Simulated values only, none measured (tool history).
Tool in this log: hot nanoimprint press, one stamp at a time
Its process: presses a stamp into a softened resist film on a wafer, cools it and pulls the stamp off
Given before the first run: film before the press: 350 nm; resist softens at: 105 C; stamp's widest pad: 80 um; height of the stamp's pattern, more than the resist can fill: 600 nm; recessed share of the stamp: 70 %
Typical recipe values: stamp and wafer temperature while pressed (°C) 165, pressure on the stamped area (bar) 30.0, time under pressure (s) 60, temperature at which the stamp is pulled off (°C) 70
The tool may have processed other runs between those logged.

run	hour	stamp and wafer temperature while pressed (°C)	pressure on the stamped area (bar)	time under pressure (s)	temperature at which the stamp is pulled off (°C)	resist left under the stamp's widest pad (angstrom)	greatest force while the stamp is pulled off (N)
1	0.0	165	30.0	60	70	1840	202
2	16.3	165	30.0	60	70	1840	209
3	39.1	165	30.0	60	70	1844	212
4	61.9	165	30.0	60	70	1850	222
# hour 77.2: stamp cleaned and given a new release coat
5	82.0	165	30.0	60	70	1846	147
6	101.3	165	30.0	60	70	1852	143
7	112.7	169	30.0	60	70	1539	150
8	133.8	165	30.0	60	70	1856	156
9	154.9	165	30.0	60	70	1856	159
10	167.7	165	30.0	60	70	1856	160
11	186.4	165	30.0	60	70	1863	165
12	201.8	156	30.0	60	70	2659	166
13	211.4	165	30.0	60	70	1865	171
14	234.8	174	36.8	60	76	1106	147
15	250.1	169	23.3	34	76	2101	152
16	270.1	169	23.3	34	76	2103	153
17	288.4	169	23.3	34	76	2104	156
18	299.1	169	23.3	34	75	2107	165
# hour 303.7: plate thermocouple calibrated
19	312.2	165	30.0	58	70	1911	192
20	332.7	160	30.0	64	67	2296	215
21	348.5	160	30.0	64	67	2297	222
22	363.4	170	22.5	64	67	1694	223
23	380.3	170	22.5	100	57	1442	276
24	392.3	165	30.0	55	55	1949	308
# hour 415.8: plate thermocouple calibrated, once more
25	417.7	162	18.2	115	71	2110	210
26	440.5	162	18.2	115	61	2114	277

5 ways to go on from here, each from the tool as it stands after run 26. What would each give?
# hour 458.3: stamp cleaned and given a new release coat
A	461.0	165	30.0	60	60	?	?
# hour 458.3: stamp cleaned and given a new release coat
B	461.0	168	43.3	102	61	?	?
# hour 458.3: stamp cleaned and given a new release coat
C	461.0	162	18.2	36	73	?	?
# hour 458.3: stamp cleaned and given a new release coat
D	461.0	165	20.9	93	70	?	?
# hour 458.3: stamp cleaned and given a new release coat
E	461.0	159	30.0	45	70	?	?

run	resist left under the stamp's widest pad (angstrom)	greatest force while the stamp is pulled off (N)
A	1844	188
B	1093	189
C	2784	129
D	1875	147
E	2545	148
What these runs would have given with no unlogged condition in the tool:
run	resist left under the stamp's widest pad (angstrom)	greatest force while the stamp is pulled off (N)
A	1819	188
B	1068	188
C	2772	129
D	1857	147
E	2521	147
